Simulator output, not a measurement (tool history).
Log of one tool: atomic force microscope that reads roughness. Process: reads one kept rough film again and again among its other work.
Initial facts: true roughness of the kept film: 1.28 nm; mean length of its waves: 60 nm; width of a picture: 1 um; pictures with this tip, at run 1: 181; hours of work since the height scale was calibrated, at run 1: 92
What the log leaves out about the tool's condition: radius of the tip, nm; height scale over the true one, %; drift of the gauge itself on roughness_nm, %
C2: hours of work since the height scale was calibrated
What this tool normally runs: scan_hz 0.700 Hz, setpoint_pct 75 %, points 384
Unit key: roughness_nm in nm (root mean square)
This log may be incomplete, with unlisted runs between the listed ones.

run 1 hour=0.0 | scan_hz=0.700 setpoint_pct=75 points=384 | pictures_with_this_tip=181 C2=92 | roughness_nm=1.2179
run 2 hour=17.9 | scan_hz=0.700 setpoint_pct=89 points=384 | pictures_with_this_tip=215 C2=104 | roughness_nm=1.1712
run 3 hour=38.6 | scan_hz=0.700 setpoint_pct=89 points=347 | pictures_with_this_tip=253 C2=117 | roughness_nm=1.1709
run 4 hour=66.1 | scan_hz=0.700 setpoint_pct=89 points=347 | pictures_with_this_tip=305 C2=135 | roughness_nm=1.1705
run 5 hour=80.0 | scan_hz=0.700 setpoint_pct=89 points=347 | pictures_with_this_tip=331 C2=144 | roughness_nm=1.1707
run 6 hour=101.5 | scan_hz=0.700 setpoint_pct=89 points=347 | pictures_with_this_tip=371 C2=158 | roughness_nm=1.1710
-- hour=108.6 new tip fitted
run 7 hour=129.8 | scan_hz=3.834 setpoint_pct=89 points=347 | pictures_with_this_tip=39 C2=175 | roughness_nm=0.8723
run 8 hour=157.8 | scan_hz=3.834 setpoint_pct=89 points=347 | pictures_with_this_tip=92 C2=193 | roughness_nm=0.8714
run 9 hour=180.7 | scan_hz=0.700 setpoint_pct=75 points=384 | pictures_with_this_tip=135 C2=208 | roughness_nm=1.2184
run 10 hour=197.5 | scan_hz=0.700 setpoint_pct=75 points=681 | pictures_with_this_tip=166 C2=219 | roughness_nm=1.2189
run 11 hour=216.3 | scan_hz=0.700 setpoint_pct=75 points=681 | pictures_with_this_tip=202 C2=231 | roughness_nm=1.2199
run 12 hour=230.3 | scan_hz=0.700 setpoint_pct=75 points=510 | pictures_with_this_tip=228 C2=240 | roughness_nm=1.2176
run 13 hour=252.0 | scan_hz=0.700 setpoint_pct=56 points=384 | pictures_with_this_tip=268 C2=254 | roughness_nm=1.2530
run 14 hour=269.7 | scan_hz=0.700 setpoint_pct=56 points=384 | pictures_with_this_tip=302 C2=265 | roughness_nm=1.2519
run 15 hour=281.6 | scan_hz=0.700 setpoint_pct=75 points=316 | pictures_with_this_tip=324 C2=273 | roughness_nm=1.2169
run 16 hour=309.2 | scan_hz=0.512 setpoint_pct=59 points=405 | pictures_with_this_tip=376 C2=291 | roughness_nm=1.2543
-- hour=314.8 new tip fitted
run 17 hour=330.6 | scan_hz=1.704 setpoint_pct=59 points=405 | pictures_with_this_tip=30 C2=304 | roughness_nm=1.2214
run 18 hour=352.0 | scan_hz=1.704 setpoint_pct=59 points=405 | pictures_with_this_tip=70 C2=318 | roughness_nm=1.2222
run 19 hour=373.7 | scan_hz=1.704 setpoint_pct=59 points=405 | pictures_with_this_tip=111 C2=332 | roughness_nm=1.2214
run 20 hour=393.8 | scan_hz=1.704 setpoint_pct=59 points=405 | pictures_with_this_tip=149 C2=345 | roughness_nm=1.2217
run 21 hour=412.7 | scan_hz=1.704 setpoint_pct=59 points=692 | pictures_with_this_tip=184 C2=357 | roughness_nm=1.2227
run 22 hour=435.8 | scan_hz=1.704 setpoint_pct=59 points=692 | pictures_with_this_tip=227 C2=372 | roughness_nm=1.2224
run 23 hour=462.0 | scan_hz=1.198 setpoint_pct=59 points=692 | pictures_with_this_tip=276 C2=389 | roughness_nm=1.2369
run 24 hour=476.0 | scan_hz=0.885 setpoint_pct=83 points=692 | pictures_with_this_tip=303 C2=398 | roughness_nm=1.1774
run 25 hour=496.8 | scan_hz=0.885 setpoint_pct=83 points=692 | pictures_with_this_tip=342 C2=411 | roughness_nm=1.1767
run 26 hour=515.6 | scan_hz=0.885 setpoint_pct=83 points=692 | pictures_with_this_tip=377 C2=423 | roughness_nm=1.1768
-- hour=519.9 new tip fitted
run 27 hour=543.8 | scan_hz=1.261 setpoint_pct=77 points=425 | pictures_with_this_tip=45 C2=441 | roughness_nm=1.1717
run 28 hour=560.2 | scan_hz=0.937 setpoint_pct=68 points=476 | pictures_with_this_tip=76 C2=452 | roughness_nm=1.2237

Each row is a separate what-if for the run after 28, all from the same tool condition, not one after another. Results?
run A hour=573.9 | scan_hz=0.700 setpoint_pct=70 points=471 | pictures_with_this_tip=101 C2=460 | roughness_nm=?
run B hour=573.9 | scan_hz=0.700 setpoint_pct=57 points=368 | pictures_with_this_tip=101 C2=460 | roughness_nm=?
run C hour=573.9 | scan_hz=1.168 setpoint_pct=83 points=284 | pictures_with_this_tip=101 C2=460 | roughness_nm=?
run D hour=573.9 | scan_hz=0.926 setpoint_pct=75 points=384 | pictures_with_this_tip=101 C2=460 | roughness_nm=?
run E hour=573.9 | scan_hz=0.892 setpoint_pct=75 points=279 | pictures_with_this_tip=101 C2=460 | roughness_nm=?

run=A roughness_nm=1.2307
run=B roughness_nm=1.2518
run=C roughness_nm=1.1469
run=D roughness_nm=1.2024
run=E roughness_nm=1.2026
Had the tool no hidden state, the same runs would have come out as:
run=A roughness_nm=1.2307
run=B roughness_nm=1.2518
run=C roughness_nm=1.1469
run=D roughness_nm=1.2023
run=E roughness_nm=1.2025

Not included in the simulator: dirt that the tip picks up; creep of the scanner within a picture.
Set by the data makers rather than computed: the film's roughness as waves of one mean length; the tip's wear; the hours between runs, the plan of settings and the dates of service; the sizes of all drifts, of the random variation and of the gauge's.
